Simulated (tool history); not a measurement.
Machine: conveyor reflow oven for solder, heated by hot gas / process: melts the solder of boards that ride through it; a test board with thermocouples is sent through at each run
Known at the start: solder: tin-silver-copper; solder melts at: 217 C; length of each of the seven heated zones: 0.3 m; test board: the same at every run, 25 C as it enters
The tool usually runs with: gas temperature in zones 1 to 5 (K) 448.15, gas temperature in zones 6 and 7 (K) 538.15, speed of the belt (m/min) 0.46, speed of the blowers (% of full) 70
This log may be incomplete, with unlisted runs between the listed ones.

run	day	gas temperature in zones 1 to 5 (K)	gas temperature in zones 6 and 7 (K)	speed of the belt (m/min)	speed of the blowers (% of full)	highest temperature of the board (K)	time above the solder's melting point (s)
1	0	448.15	538.15	0.46	70	524.15	58.2
2	0.225	448.15	538.15	0.46	70	524.09	58.1
3	0.554	448.15	538.15	0.46	70	524.13	58.2
4	0.796	448.15	538.15	0.46	70	524.27	58.2
5	1.221	448.15	538.15	0.46	70	524.33	58.3
6	1.579	448.15	538.15	0.46	70	524.21	58.2
7	2.012	448.15	538.15	0.46	82	526.21	60.3
8	2.254	448.15	538.15	0.46	82	526.16	60.3
9	2.504	448.15	538.15	0.46	82	526.15	60.4
# day 2.696: belt drive overhauled, speed set with a stopwatch
10	3.004	448.15	538.15	0.46	79	525.91	60.3
11	3.329	448.15	538.15	0.46	70	524.43	58
12	3.683	448.15	538.15	0.46	70	524.07	58.3
13	4.146	448.15	538.15	0.46	70	524.27	58.4
14	4.483	448.15	547.15	0.437	70	533.73	68.1
15	4.675	452.15	527.15	0.522	70	511.79	41.5
# day 5.017: belt drive overhauled, speed set with a stopwatch, once more
16	5.05	462.15	529.15	0.46	70	518.78	59.8

Predict the results of run 17:
17	5.462	434.15	533.15	0.547	70	?	?

{"run 17": {"highest temperature of the board (K)": 510.76, "time above the solder's melting point (s)": 32.2}}
If the tool had no hidden condition, the same run with the same run-to-run variation would have returned highest temperature of the board (K) 510.2, time above the solder's melting point (s) 31.8.
